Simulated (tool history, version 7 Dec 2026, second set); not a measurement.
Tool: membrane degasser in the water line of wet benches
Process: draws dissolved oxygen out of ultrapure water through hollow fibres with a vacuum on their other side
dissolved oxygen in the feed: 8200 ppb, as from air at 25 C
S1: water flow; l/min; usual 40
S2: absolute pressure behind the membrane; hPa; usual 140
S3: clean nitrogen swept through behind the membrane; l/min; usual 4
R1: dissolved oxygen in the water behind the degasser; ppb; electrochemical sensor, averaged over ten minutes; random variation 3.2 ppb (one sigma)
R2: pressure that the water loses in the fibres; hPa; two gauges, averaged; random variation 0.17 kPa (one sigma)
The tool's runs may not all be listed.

run,hour,S1,S2,S3,R1,R2
1,0,40,140,4,336.2,292.9
# hour 39.3: vacuum gauge calibrated
2,96.3,40,140,4,326.9,293.6
3,174,40,140,4,327.2,292.9
4,241.7,40,140,4,325.7,294
5,378.2,40,140,4,324.4,289.5
6,471.1,40,140,4,335.5,291.5
7,591.3,40,140,4,326.4,292.8
8,691.4,40,140,4,325.2,290.4
9,793.9,40,140,4,331.6,294.6
10,913.3,40,140,4,323.4,291.2
11,1058.4,40,140,4,329.5,293.3
12,1133.2,40,140,4,332.1,296
13,1234.5,40,140,4,329.3,291.4
14,1332,40,140,4,329.3,295.6
15,1471.4,40,140,4,334.8,296.7
16,1572.8,40,140,4,327.3,293.9

Run 17 comes next. What will it give?
17,1684.5,40,140,4,?,?

Run 17 gave R1 327.5 ppb, R2 296.3 hPa.
Without the tool's hidden state the same run would have given R1 314.7 ppb, R2 287.6 hPa.
